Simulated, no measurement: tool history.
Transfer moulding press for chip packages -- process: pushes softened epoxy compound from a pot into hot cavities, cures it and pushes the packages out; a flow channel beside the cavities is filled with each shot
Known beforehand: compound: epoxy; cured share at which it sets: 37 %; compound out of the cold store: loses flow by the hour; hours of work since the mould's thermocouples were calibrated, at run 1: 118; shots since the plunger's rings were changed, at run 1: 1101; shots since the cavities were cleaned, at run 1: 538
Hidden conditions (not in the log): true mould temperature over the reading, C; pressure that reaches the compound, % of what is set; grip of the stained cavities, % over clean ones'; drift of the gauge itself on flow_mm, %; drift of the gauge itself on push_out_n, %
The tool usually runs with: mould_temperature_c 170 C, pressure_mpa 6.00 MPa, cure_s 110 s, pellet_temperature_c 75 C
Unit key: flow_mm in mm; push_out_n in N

run	day	mould_temperature_c	pressure_mpa	cure_s	pellet_temperature_c	hours of work since the mould's thermocouples were calibrated	shots since the plunger's rings were changed	shots since the cavities were cleaned	incoming compound's hours out of the cold store	flow_mm	push_out_n
1	0.000	170	6.00	110	75	118	1101	538	16.3	842	296
2	0.458	170	6.00	110	75	126	1249	686	47.6	717	295
# day 0.754: cavities cleaned with cleaning compound and waxed
3	0.979	170	6.00	110	75	134	1399	73	17.5	841	289
4	1.400	170	6.00	110	75	142	1536	210	9.5	875	302
5	1.792	170	6.00	110	75	149	1664	338	11.1	866	298
6	2.096	170	5.12	110	75	154	1763	437	38.4	691	296
7	2.538	170	5.12	110	75	162	1907	581	47.6	653	293
8	2.829	170	5.12	110	75	167	2002	676	45.5	667	290
# day 3.167: cavities cleaned with cleaning compound and waxed
9	3.379	170	4.68	110	75	176	2161	69	27.0	696	290
10	4.050	170	6.00	110	75	188	2380	288	42.1	736	287
11	4.621	170	6.00	110	80	198	2564	472	26.8	794	299
12	5.262	170	6.00	144	80	210	2775	683	31.3	777	269
# day 5.558: cavities cleaned with cleaning compound and waxed
13	5.696	170	5.67	144	80	217	2894	43	33.4	746	288
14	5.975	170	5.67	144	80	222	2986	135	35.8	731	273
15	6.367	170	6.00	100	75	229	3113	262	47.7	716	300
16	6.817	178	6.00	110	83	237	3260	409	44.3	708	273
17	7.192	167	6.00	119	75	243	3382	531	8.4	897	316
18	7.833	167	4.51	91	80	255	3591	740	14.9	742	443
# day 7.954: cavities cleaned with cleaning compound and waxed
19	8.442	167	4.51	91	80	265	3768	158	46.7	634	388
20	8.950	167	4.51	91	80	274	3934	324	47.0	628	383
21	9.492	174	5.62	128	78	283	4111	501	20.3	783	279
22	10.008	167	6.00	135	75	293	4279	669	19.8	841	279
# day 10.358: cavities cleaned with cleaning compound and waxed
23	10.608	175	6.49	127	74	302	4454	82	45.1	742	276
24	11.242	175	6.49	127	74	314	4660	288	16.9	848	291
25	11.850	174	5.90	110	75	325	4859	487	34.1	750	281
# day 12.379: plunger's sealing rings changed
26	12.400	172	6.00	110	67	332	6	631	27.4	785	288
# day 12.838: cavities cleaned with cleaning compound and waxed
27	12.942	172	6.00	110	67	341	162	33	19.4	826	292
28	13.221	168	6.40	104	72	346	254	125	37.8	782	326

Same runs, no hidden state in the tool, same run-to-run variation:
run	push_out_n
1	291
2	290
3	289
4	300
5	295
6	292
7	289
8	285
9	289
10	284
11	295
12	264
13	287
14	272
15	298
16	270
17	311
18	435
19	386
20	380
21	275
22	274
23	275
24	288
25	277
26	284
27	291
28	325
flow_mm without the hidden state stays within 2 mm of what was measured, in all runs.
